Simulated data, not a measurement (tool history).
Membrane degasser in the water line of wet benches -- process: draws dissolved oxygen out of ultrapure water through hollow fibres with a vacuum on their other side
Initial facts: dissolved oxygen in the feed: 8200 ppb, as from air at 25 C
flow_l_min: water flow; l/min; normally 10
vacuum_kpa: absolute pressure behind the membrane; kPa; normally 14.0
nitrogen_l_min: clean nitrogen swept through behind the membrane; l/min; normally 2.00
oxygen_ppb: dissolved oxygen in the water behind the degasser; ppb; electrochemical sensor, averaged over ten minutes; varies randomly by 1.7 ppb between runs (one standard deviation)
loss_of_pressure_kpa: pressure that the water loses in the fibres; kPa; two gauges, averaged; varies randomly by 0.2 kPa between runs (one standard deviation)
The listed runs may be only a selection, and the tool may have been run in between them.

run	hour	flow_l_min	vacuum_kpa	nitrogen_l_min	oxygen_ppb	loss_of_pressure_kpa
1	0.0	10	14.0	2.00	182.7	45.16
2	183.7	10	14.0	2.00	181.3	44.63
3	317.3	10	14.0	2.00	180.9	44.86
4	429.8	15	14.0	2.00	295.1	67.49
5	538.7	15	14.0	2.00	291.2	67.43
6	726.4	15	14.0	2.00	299.2	67.68
7	822.1	8	14.0	2.00	139.2	35.91
8	916.3	12	21.6	1.00	571.3	53.74
9	1046.3	13	18.8	1.94	333.2	58.75
# hour 1059.9: vacuum gauge calibrated
10	1209.1	6	15.4	1.93	118.2	27.10
11	1328.6	10	18.5	2.00	242.7	45.09
12	1419.8	10	24.8	2.00	319.1	45.48
# hour 1447.2: seals of the vacuum lines changed
# hour 1535.5: vacuum gauge calibrated, once more
13	1557.7	10	24.8	2.00	297.5	44.91
14	1700.0	6	14.0	0.81	202.3	27.21

Consider 5 possible next runs. They are alternatives, not a sequence: every one starts from the tool as it was left by run 14. What does each give?
A	1895.9	10	14.8	0.81	?	?
B	1895.9	6	14.0	4.24	?	?
C	1895.9	6	14.2	0.81	?	?
D	1895.9	7	14.0	0.85	?	?
E	1895.9	13	10.2	3.56	?	?

run	oxygen_ppb	loss_of_pressure_kpa
A	373.3	45.44
B	50.4	27.23
C	211.3	27.19
D	227.7	31.62
E	141.4	59.33
With no hidden state in the tool, these same runs would have given:
run	oxygen_ppb	loss_of_pressure_kpa
A	365.3	44.42
B	48.0	26.62
C	206.4	26.58
D	222.4	30.90
E	132.7	58.00

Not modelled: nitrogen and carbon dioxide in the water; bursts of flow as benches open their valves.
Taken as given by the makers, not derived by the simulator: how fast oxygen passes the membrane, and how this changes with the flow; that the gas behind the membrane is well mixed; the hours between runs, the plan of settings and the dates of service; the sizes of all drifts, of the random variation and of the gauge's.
